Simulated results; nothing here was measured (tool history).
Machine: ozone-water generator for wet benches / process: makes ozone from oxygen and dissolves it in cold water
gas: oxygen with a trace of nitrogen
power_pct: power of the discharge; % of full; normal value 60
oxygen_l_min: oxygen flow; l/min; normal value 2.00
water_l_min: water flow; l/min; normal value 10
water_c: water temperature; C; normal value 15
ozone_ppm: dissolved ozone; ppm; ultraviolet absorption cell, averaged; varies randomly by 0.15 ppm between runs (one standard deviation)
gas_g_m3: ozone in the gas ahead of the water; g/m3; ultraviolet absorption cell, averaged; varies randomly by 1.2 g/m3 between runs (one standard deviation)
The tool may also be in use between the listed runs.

run,hour,power_pct,oxygen_l_min,water_l_min,water_c,ozone_ppm,gas_g_m3
1,0.0,60,2.00,10,15,17.7,210.2
2,21.0,60,2.00,10,15,17.3,209.3
3,48.3,60,2.00,10,15,17.5,206.9
4,90.8,50,2.00,10,15,15.8,188.2
5,119.8,50,2.00,10,15,15.8,188.7
6,160.4,60,2.00,10,15,17.5,208.0
7,201.9,60,2.00,10,15,17.6,207.3
8,243.1,66,3.08,10,15,19.6,178.6
9,290.4,66,1.48,10,20,16.6,256.7
10,334.7,66,1.48,10,20,16.7,259.5
11,376.3,66,1.48,10,20,16.7,255.8
12,426.6,66,1.48,10,20,16.9,258.1
13,457.1,55,2.00,10,15,16.7,198.7

Each row is a separate what-if for the run after 13, all from the same tool condition, not one after another. Results?
A,506.6,86,2.00,10,9,?,?
B,506.6,55,2.00,13,15,?,?
C,506.6,40,1.25,12,15,?,?
D,506.6,60,1.89,7,15,?,?
E,506.6,82,2.00,7,13,?,?

run,ozone_ppm,gas_g_m3
A,23.3,259.3
B,13.2,197.6
C,10.4,207.0
D,23.6,214.8
E,29.3,252.9
What these runs would have given with no unlogged condition in the tool:
run,ozone_ppm,gas_g_m3
A,23.3,259.4
B,13.2,197.7
C,10.4,207.0
D,23.6,214.9
E,29.3,252.9

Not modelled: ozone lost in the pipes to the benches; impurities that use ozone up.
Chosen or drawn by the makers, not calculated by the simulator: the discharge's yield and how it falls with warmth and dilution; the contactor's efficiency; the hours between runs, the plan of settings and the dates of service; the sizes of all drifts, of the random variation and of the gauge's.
